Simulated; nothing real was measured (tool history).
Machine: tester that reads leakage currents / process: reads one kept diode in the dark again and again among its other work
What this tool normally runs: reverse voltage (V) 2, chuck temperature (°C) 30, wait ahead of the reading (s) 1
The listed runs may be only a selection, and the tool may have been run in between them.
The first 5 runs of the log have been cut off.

run,day,reverse voltage (V),chuck temperature (°C),wait ahead of the reading (s),hours of work since the probe card was cleaned,hours of work since the tester was calibrated,hours of work since the chuck was calibrated,current that the tester gives (pA)
6,11.096,2,50,1,2315,746,1083,257
7,12.908,2,50,1,2348,778,1115,255.19
8,15.854,2,50,1,2401,831,1168,257.02
9,17.475,2,30,1,2430,860,1197,52.21
10,20.05,1.39,30,1,2476,907,1243,43.88
11,22.792,1.39,30,1,2525,956,1293,44.19
12,24.571,2.46,30,1,2557,988,1325,57.03
13,26.008,6.36,30,1,2583,1014,1350,89.34
14,28.429,2,32,1,2627,1057,1394,61.38
15,30.208,2,30,0.5,2658,1089,1426,52.5
16,31.483,2,30,0.5,2681,1112,1449,52.28
# day 31.875: probe card cleaned and baked
17,33.779,2,30,0.5,34,1151,1488,51.73
18,36.633,6.49,55,4.48,86,1202,1539,622.39
19,38.912,4.55,39,5.7,126,1243,1580,155.01
20,41.154,4.55,39,5.7,167,1284,1620,154.74
21,42.538,3.79,24,1,191,1308,1645,41.09
22,44.625,1.23,23,1,229,1346,1683,22.21
23,47.092,1.4,30,0.47,273,1390,1727,43.22
24,49.15,1.4,30,0.47,310,1427,1764,43.55
25,50.588,1.4,30,0.47,336,1453,1790,43.4
26,53.321,1.4,30,0.47,385,1502,1839,43.18
27,55.567,1.22,30,0.47,426,1542,1879,40.59
28,57.092,1.22,30,0.47,453,1570,1906,40.61
29,58.662,9,30,1,481,1598,1935,101.75
# day 59.412: chuck's temperature calibrated
30,60.788,2.35,40,9.57,518,1635,25,134.12

Consider 5 possible next runs. They are alternatives, not a sequence: every one starts from the tool as it was left by run 30. What does each give?
A,63.354,16.33,30,1,564,1681,71,?
B,63.354,11.11,40,9.57,564,1681,71,?
C,63.354,1.42,30,1,564,1681,71,?
D,63.354,2.35,46,0.77,564,1681,71,?
E,63.354,2,30,3.49,564,1681,71,?

run,current that the tester gives (pA)
A,147.48
B,271.94
C,47.06
D,214.24
E,54.98
Without the tool's unlogged condition, the same runs would have read:
run,current that the tester gives (pA)
A,145.28
B,268.76
C,46.53
D,212.04
E,54.34

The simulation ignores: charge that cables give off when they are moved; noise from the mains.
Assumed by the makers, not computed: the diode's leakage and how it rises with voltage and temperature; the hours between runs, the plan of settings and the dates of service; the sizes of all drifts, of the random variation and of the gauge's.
